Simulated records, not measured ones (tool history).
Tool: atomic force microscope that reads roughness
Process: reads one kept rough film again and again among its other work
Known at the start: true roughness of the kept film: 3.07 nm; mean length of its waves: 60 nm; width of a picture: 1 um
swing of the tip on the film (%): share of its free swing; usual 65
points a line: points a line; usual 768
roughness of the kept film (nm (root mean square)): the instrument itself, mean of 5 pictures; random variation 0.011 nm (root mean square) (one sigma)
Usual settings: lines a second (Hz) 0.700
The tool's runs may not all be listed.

run   hour  lines a second (Hz)  swing of the tip on the film (%)  points a line  roughness of the kept film (nm (root mean square))
  1    0.0                0.700                                65            768                                               2.966
  2    9.9                0.700                                65            768                                               2.984
  3   18.2                0.700                                62            768                                               2.966
  4   26.2                0.700                                62            768                                               2.958
  5   37.7                0.700                                62            768                                               2.960
  6   52.0                0.700                                65            608                                               2.939
  7   68.3                0.700                                80            768                                               2.912
  8   75.6                0.700                                80            768                                               2.884
  9   83.0                0.700                                80            768                                               2.898
 10   98.8                0.700                                80            768                                               2.899
 11  111.1                0.700                                84            768                                               2.874
 12  123.0                0.700                                84            489                                               2.937
 13  136.1                0.700                                84            489                                               2.909
 14  151.1                0.700                                84            489                                               2.927
 15  159.1                0.553                                84            489                                               2.917
 16  170.4                0.553                                84            489                                               2.940
 17  183.4                0.553                                84            489                                               2.898
 18  197.4                0.553                                84            489                                               2.920
 19  206.3                0.700                                62            768                                               2.956
 20  215.9                0.700                                62            768                                               2.935
 21  226.1                0.700                                62            768                                               2.937
 22  242.7                0.700                                62            768                                               2.909
 23  255.3                0.700                                62            768                                               2.913
 24  263.5                0.700                                70            768                                               2.962
 25  275.4                0.700                                70            768                                               2.976
 26  282.7                2.130                                65            550                                               2.902
 27  297.2                2.130                                82            396                                               2.781
 28  306.1                1.356                                65            768                                               2.933
 29  322.9                1.825                                65            619                                               2.892
 30  339.1                0.865                                85            302                                               2.866
 31  348.3                0.865                                85            302                                               2.864
 32  356.2                3.794                                60            302                                               2.845
 33  367.2                0.700                                65            656                                               2.891
 34  384.7                0.700                                65            712                                               2.898
 35  401.3                1.197                                81            434                                               2.874
 36  409.8                1.655                                61            434                                               2.952
 37  424.1                1.655                                61            434                                               2.920
 38  434.7                1.738                                66            434                                               2.923
 39  442.0                0.737                                80            556                                               2.910
 40  456.6                0.737                                80            556                                               2.886
 41  463.9                0.700                                67            555                                               2.931
 42  475.3                1.254                                64            457                                               2.916
 43  490.2                1.675                                65            807                                               2.903
 44  501.9                3.005                                57            444                                               2.863
 45  516.9                0.899                                61            608                                               2.914
 46  529.8                0.700                                65            294                                               2.902
 47  540.1                0.700                                72            768                                               2.952
 48  554.3                0.700                                89           1022                                               2.903
 49  562.7                1.222                                61            389                                               2.934
 50  580.4                0.983                                76            616                                               2.896

Not shown: 4 entries that the log had between the listed runs. Between which runs, and how does the tool's hidden state differ before and after?
Between runs 11 and 12: new tip fitted (hour 123.0)
  radius of the tip, nm: 11.8 -> 5.3
  measured less the result without the state, roughness of the kept film (nm (root mean square)): -0.074 -> -0.012
Between runs 23 and 24: new tip fitted (hour 260.8)
  radius of the tip, nm: 12.4 -> 5.6; height scale over the true one, %: -0.37 -> -0.38
  measured less the result without the state, roughness of the kept film (nm (root mean square)): -0.083 -> -0.017
Between runs 34 and 35: new tip fitted (hour 397.7)
  radius of the tip, nm: 11.9 -> 5.4; height scale over the true one, %: -0.44 -> -0.45
  measured less the result without the state, roughness of the kept film (nm (root mean square)): -0.079 -> -0.017
Between runs 46 and 47: new tip fitted (hour 535.7)
  radius of the tip, nm: 12.1 -> 5.7
  measured less the result without the state, roughness of the kept film (nm (root mean square)): -0.083 -> -0.023

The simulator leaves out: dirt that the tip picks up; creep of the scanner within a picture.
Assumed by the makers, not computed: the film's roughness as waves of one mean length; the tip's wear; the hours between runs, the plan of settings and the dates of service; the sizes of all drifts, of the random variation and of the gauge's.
